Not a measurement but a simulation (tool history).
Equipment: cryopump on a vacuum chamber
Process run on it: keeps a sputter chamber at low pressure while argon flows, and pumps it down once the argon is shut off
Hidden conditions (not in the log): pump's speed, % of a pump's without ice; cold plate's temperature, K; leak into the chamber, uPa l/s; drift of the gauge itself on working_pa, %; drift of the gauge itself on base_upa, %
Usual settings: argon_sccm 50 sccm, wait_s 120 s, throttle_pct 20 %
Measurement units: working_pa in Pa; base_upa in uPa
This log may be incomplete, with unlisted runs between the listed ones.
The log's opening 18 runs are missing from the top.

run,hour,argon_sccm,wait_s,throttle_pct,hours of work since the pump was warmed up and emptied,hours of work since the cold head was overhauled,hours of work since the chamber's fittings were tightened,working_pa,base_upa
19,235.4,50,200,23,506,506,1353,0.2057,0.91
20,248.0,50,96,48,517,517,1364,0.1078,1.05
21,257.1,30,120,23,525,525,1372,0.1225,0.97
22,271.9,37,50,41,538,538,1385,0.0911,1.23
23,279.4,37,50,26,545,545,1392,0.1371,1.22
24,296.6,89,32,37,560,560,1407,0.2417,1.46
25,311.0,22,144,21,573,573,1420,0.0983,1.03
26,324.6,22,144,21,585,585,1432,0.0988,1.00
27,342.2,27,23,21,600,600,1447,0.1220,1.75
28,349.4,27,23,21,607,607,1454,0.1220,1.79
29,366.0,27,23,21,621,621,1468,0.1224,1.78
30,373.2,32,41,21,628,628,1475,0.1464,1.43

What if the next run were any one of these 3? Each begins from the tool's condition after run 30:
A,388.7,32,122,16,641,641,1489,?,?
B,388.7,27,23,20,641,641,1489,?,?
C,388.7,50,120,18,641,641,1489,?,?

run,working_pa,base_upa
A,0.1869,1.10
B,0.1296,1.86
C,0.2625,1.12
Had the tool no hidden state, the same runs would have come out as:
run,working_pa,base_upa
A,0.1729,0.29
B,0.1178,1.02
C,0.2407,0.30
